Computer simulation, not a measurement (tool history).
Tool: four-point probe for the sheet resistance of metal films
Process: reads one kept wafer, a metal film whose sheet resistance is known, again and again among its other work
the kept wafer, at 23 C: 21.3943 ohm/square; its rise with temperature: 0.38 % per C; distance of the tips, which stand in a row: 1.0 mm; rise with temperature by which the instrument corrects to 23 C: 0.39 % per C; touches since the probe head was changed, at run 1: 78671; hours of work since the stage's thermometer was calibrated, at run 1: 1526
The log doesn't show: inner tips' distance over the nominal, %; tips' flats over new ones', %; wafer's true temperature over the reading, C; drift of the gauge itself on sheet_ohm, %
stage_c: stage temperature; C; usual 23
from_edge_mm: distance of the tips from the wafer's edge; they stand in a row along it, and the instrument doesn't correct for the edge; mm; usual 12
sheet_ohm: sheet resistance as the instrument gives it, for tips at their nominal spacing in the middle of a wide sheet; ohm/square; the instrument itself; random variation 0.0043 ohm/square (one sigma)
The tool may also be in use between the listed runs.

| run | hour | stage_c | from_edge_mm | touches since the probe head was changed | hours of work since the stage's thermometer was calibrated | sheet_ohm |
|---|---|---|---|---|---|---|
| 1 | 0.0 | 23 | 12 | 78671 | 1526 | 21.576342 |
|  | 6.3 | stage's thermometer calibrated |
| 2 | 116.6 | 23 | 12 | 82266 | 50 | 21.535588 |
| 3 | 193.9 | 23 | 12 | 84658 | 86 | 21.536785 |
| 4 | 293.9 | 23 | 12 | 87754 | 131 | 21.543418 |
| 5 | 343.6 | 23 | 12 | 89294 | 154 | 21.549184 |
| 6 | 393.9 | 23 | 12 | 90852 | 177 | 21.556069 |
| 7 | 481.1 | 23 | 12 | 93553 | 217 | 21.548967 |
| 8 | 598.8 | 21 | 12 | 97195 | 271 | 21.558343 |
| 9 | 678.7 | 21 | 12 | 99670 | 307 | 21.572747 |
| 10 | 753.5 | 23 | 29 | 101985 | 341 | 21.491311 |
| 11 | 824.1 | 29 | 12 | 104171 | 374 | 21.557227 |
| 12 | 904.1 | 23 | 12 | 106648 | 410 | 21.574022 |
| 13 | 980.1 | 23 | 12 | 109003 | 445 | 21.576119 |
| 14 | 1096.9 | 23 | 12 | 112618 | 498 | 21.580393 |
| 15 | 1186.1 | 28 | 55 | 115379 | 539 | 21.502474 |
| 16 | 1247.8 | 20 | 17 | 117291 | 567 | 21.558503 |
| 17 | 1341.9 | 32 | 4 | 120203 | 610 | 22.205685 |
| 18 | 1432.9 | 34 | 13 | 123021 | 652 | 21.573292 |
| 19 | 1545.9 | 34 | 13 | 126520 | 703 | 21.584154 |
|  | 1614.2 | new probe head fitted |
| 20 | 1663.2 | 26 | 12 | 1517 | 757 | 21.534275 |
| 21 | 1724.5 | 20 | 5 | 3416 | 785 | 21.929712 |
| 22 | 1789.7 | 26 | 50 | 5434 | 814 | 21.470991 |
| 23 | 1854.4 | 25 | 6 | 7437 | 844 | 21.798704 |
| 24 | 1920.8 | 25 | 6 | 9494 | 874 | 21.795107 |
| 25 | 2002.6 | 26 | 28 | 12028 | 912 | 21.490825 |
| 26 | 2122.0 | 26 | 28 | 15723 | 966 | 21.501275 |
| 27 | 2226.1 | 23 | 9 | 18948 | 1014 | 21.641664 |

Forecast each of these 4 alternatives for the next run:
| A | 2293.3 | 19 | 5 | 21026 | 1045 | ? |
| B | 2293.3 | 24 | 12 | 21026 | 1045 | ? |
| C | 2293.3 | 29 | 4 | 21026 | 1045 | ? |
| D | 2293.3 | 34 | 12 | 21026 | 1045 | ? |

| run | sheet_ohm |
|---|---|
| A | 21.962566 |
| B | 21.578499 |
| C | 22.189834 |
| D | 21.557678 |
Without the tool's hidden state the same runs would have given:
| run | sheet_ohm |
|---|---|
| A | 21.854962 |
| B | 21.473059 |
| C | 22.082003 |
| D | 21.453094 |
